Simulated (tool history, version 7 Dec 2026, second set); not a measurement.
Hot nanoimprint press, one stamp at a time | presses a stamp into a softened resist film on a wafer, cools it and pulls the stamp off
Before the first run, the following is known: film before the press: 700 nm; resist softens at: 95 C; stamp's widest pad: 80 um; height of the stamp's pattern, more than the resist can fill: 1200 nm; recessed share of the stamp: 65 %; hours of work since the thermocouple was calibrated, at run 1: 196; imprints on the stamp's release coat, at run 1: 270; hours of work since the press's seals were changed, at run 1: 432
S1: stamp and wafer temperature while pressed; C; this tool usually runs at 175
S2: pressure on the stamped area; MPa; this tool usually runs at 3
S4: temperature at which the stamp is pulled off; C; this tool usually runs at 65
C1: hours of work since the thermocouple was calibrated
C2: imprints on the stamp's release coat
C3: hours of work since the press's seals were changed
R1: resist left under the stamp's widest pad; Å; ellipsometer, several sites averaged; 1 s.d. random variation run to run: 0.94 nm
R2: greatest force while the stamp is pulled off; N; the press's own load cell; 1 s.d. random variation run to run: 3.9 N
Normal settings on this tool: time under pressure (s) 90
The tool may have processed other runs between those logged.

Run 1, day 0: usual settings; C1 196; C2 270; C3 432. Result: R1 3172 Å, R2 186 N.
Run 2, day 1.079: usual settings but S2 1.93 MPa; C1 208; C2 323; C3 443. Result: R1 4018 Å, R2 185 N.
Run 3, day 2.229: usual settings; C1 221; C2 380; C3 456. Result: R1 3166 Å, R2 189 N.
Run 4, day 3.417: usual settings; C1 234; C2 439; C3 469. Result: R1 3186 Å, R2 190 N.
Run 5, day 4.062: usual settings but S1 170 C; C1 241; C2 471; C3 476. Result: R1 3821 Å, R2 192 N.
Run 6, day 4.55: usual settings; C1 246; C2 495; C3 481. Result: R1 3180 Å, R2 190 N.
Run 7, day 5.188: usual settings; C1 253; C2 527; C3 488. Result: R1 3181 Å, R2 195 N.
Run 8, day 6.196: usual settings; C1 264; C2 576; C3 499. Result: R1 3200 Å, R2 191 N.
Run 9, day 6.946: usual settings; C1 272; C2 613; C3 507. Result: R1 3187 Å, R2 193 N.
Run 10, day 7.954: usual settings; C1 283; C2 663; C3 518. Result: R1 3211 Å, R2 191 N.
Run 11, day 8.571: usual settings but S2 3.31 MPa, time under pressure (s) 49, S4 52 C; C1 290; C2 694; C3 525. Result: R1 3650 Å, R2 242 N.
Run 12, day 9.092: usual settings but S2 3.31 MPa, time under pressure (s) 49, S4 52 C; C1 295; C2 720; C3 531. Result: R1 3671 Å, R2 247 N.
Run 13, day 9.762: usual settings but S1 183 C, S2 3.72 MPa, time under pressure (s) 68, S4 71 C; C1 303; C2 753; C3 538. Result: R1 2328 Å, R2 166 N.
At day 10.617: stamp cleaned and given a new release coat.
Run 14, day 10.767: usual settings but S1 178 C, S2 2.62 MPa, time under pressure (s) 67, S4 63 C; C1 311; C2 7; C3 546. Result: R1 3421 Å, R2 197 N.
At day 11.217: plate thermocouple calibrated.
Run 15, day 12.083: usual settings but S1 182 C, S4 58 C; C1 9; C2 66; C3 559. Result: R1 2496 Å, R2 210 N.
Run 16, day 12.854: usual settings but S2 3.29 MPa, S4 57 C; C1 18; C2 104; C3 568. Result: R1 3049 Å, R2 221 N.
Run 17, day 13.529: usual settings but S1 181 C; C1 25; C2 137; C3 575. Result: R1 2592 Å, R2 184 N.
Run 18, day 14.279: usual settings but S1 173 C, time under pressure (s) 135; C1 33; C2 175; C3 583. Result: R1 3034 Å, R2 193 N.

Each row is a separate what-if for the run after 18, all from the same tool condition, not one after another. Results?
Run A, day 15.438: usual settings but S1 180 C, S2 2.23 MPa, time under pressure (s) 135; C1 46; C2 232; C3 596. Result: R1 ?, R2 ?.
Run B, day 15.438: usual settings but S2 2.8 MPa, S4 53 C; C1 46; C2 232; C3 596. Result: R1 ?, R2 ?.
Run C, day 15.438: usual settings but S1 173 C, time under pressure (s) 107; C1 46; C2 232; C3 596. Result: R1 ?, R2 ?.
Run D, day 15.438: usual settings but S1 180 C, S2 2.5 MPa; C1 46; C2 232; C3 596. Result: R1 ?, R2 ?.

run    R1   R2
  A  2779  191
  B  3326  234
  C  3252  187
  D  3002  196
Without the tool's unlogged condition, the same runs would have read:
run    R1   R2
  A  2735  191
  B  3273  234
  C  3200  186
  D  2954  196
